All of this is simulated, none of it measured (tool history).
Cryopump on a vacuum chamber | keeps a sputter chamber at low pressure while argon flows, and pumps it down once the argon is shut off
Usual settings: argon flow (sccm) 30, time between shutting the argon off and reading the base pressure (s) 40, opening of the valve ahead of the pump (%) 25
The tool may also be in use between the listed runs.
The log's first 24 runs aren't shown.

| run | hour | argon flow (sccm) | time between shutting the argon off and reading the base pressure (s) | opening of the valve ahead of the pump (%) | pressure while argon flows (Pa) | pressure after the wait (uPa) |
|---|---|---|---|---|---|---|
| 25 | 1973.1 | 17 | 55 | 47 | 0.0371 | 1.9 |
| 26 | 2062.3 | 22 | 46 | 16 | 0.1339 | 2.15 |
| 27 | 2154.9 | 34 | 53 | 47 | 0.0756 | 1.95 |
| 28 | 2230.9 | 19 | 55 | 39 | 0.05 | 2.05 |
| 29 | 2280.4 | 15 | 78 | 29 | 0.0527 | 1.66 |
| 30 | 2342.4 | 15 | 78 | 29 | 0.0521 | 1.71 |
| 31 | 2397.1 | 15 | 37 | 16 | 0.092 | 2.71 |
| 32 | 2502.7 | 15 | 37 | 16 | 0.0918 | 2.81 |
| 33 | 2587.2 | 52 | 152 | 24 | 0.2188 | 1.51 |
|  | 2639.2 | pump warmed up, emptied and cooled again |
| 34 | 2697 | 20 | 68 | 28 | 0.0681 | 1.84 |

Forecast each of these 3 alternatives for the next run:
| A | 2779 | 47 | 20 | 37 | ? | ? |
| B | 2779 | 16 | 191 | 23 | ? | ? |
| C | 2779 | 20 | 52 | 20 | ? | ? |

| run | pressure while argon flows (Pa) | pressure after the wait (uPa) |
|---|---|---|
| A | 0.122 | 4.24 |
| B | 0.0663 | 1.25 |
| C | 0.0957 | 2.19 |
Without the tool's hidden state the same runs would have given:
| run | pressure while argon flows (Pa) | pressure after the wait (uPa) |
|---|---|---|
| A | 0.1199 | 3.52 |
| B | 0.0656 | 0.52 |
| C | 0.0948 | 1.47 |
